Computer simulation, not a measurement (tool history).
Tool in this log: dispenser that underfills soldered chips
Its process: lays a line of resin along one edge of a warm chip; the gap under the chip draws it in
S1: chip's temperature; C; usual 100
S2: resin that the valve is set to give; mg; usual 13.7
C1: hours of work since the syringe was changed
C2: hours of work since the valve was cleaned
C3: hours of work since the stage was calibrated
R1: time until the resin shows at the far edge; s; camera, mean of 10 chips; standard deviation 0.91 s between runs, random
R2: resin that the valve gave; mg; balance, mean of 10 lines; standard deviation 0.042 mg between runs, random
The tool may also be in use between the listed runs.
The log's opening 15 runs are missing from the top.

run	hour	S1	S2	C1	C2	C3	R1	R2
16	144.5	100	13.2	5	15	389	119.8	13.03
# hour 148.4: new syringe of resin
17	156.4	100	13.2	5	22	396	121.9	12.96
# hour 160.1: new syringe of resin
18	167.1	113	13.7	4	29	403	75.3	13.38
# hour 172.0: new syringe of resin
19	174.9	113	13.7	2	34	407	61.0	13.33
# hour 184.3: new syringe of resin
20	185.3	113	15.4	1	40	414	52.8	14.86
21	191.3	113	15.4	4	44	417	75.6	14.80
# hour 195.5: new syringe of resin
22	200.2	85	11.9	3	49	423	171.2	11.37
# hour 204.8: dispensing valve cleaned and set on the balance
# hour 208.6: new syringe of resin
23	211.4	109	16.2	2	4	429	66.0	16.18
# hour 220.4: new syringe of resin
24	224.1	109	16.2	2	12	436	70.7	16.06
# hour 232.4: new syringe of resin
25	234.3	97	11.9	1	18	442	98.5	11.70
26	240.1	112	12.2	5	21	446	83.7	11.99
# hour 243.6: new syringe of resin
27	254.1	112	12.2	6	30	455	95.4	11.91
# hour 255.7: new syringe of resin
28	262.8	112	12.2	4	35	460	81.3	11.82
# hour 267.6: new syringe of resin
29	273.5	112	12.2	4	41	466	75.0	11.79
# hour 279.2: new syringe of resin
30	284.1	105	12.2	3	48	472	86.4	11.69
# hour 290.2: dispensing valve cleaned and set on the balance
# hour 291.5: new syringe of resin
31	293.3	105	14.3	1	2	477	71.3	14.29
32	299.1	100	14.3	5	5	481	115.1	14.21
# hour 303.2: new syringe of resin
33	313.0	100	14.3	6	14	489	132.5	14.09

Predict each of these 3 candidate next runs independently; none follows another, all start after run 33:
# hour 315.1: new syringe of resin
A	319.6	89	16.7	3	18	493	?	?
# hour 315.1: new syringe of resin
B	319.6	110	14.3	3	18	493	?	?
# hour 315.1: new syringe of resin
C	319.6	113	14.3	3	18	493	?	?

run	R1	R2
A	142.4	16.52
B	71.1	14.11
C	65.2	14.07
Without the tool's hidden state the same runs would have given:
run	R1	R2
A	123.6	16.78
B	60.9	14.32
C	55.7	14.29
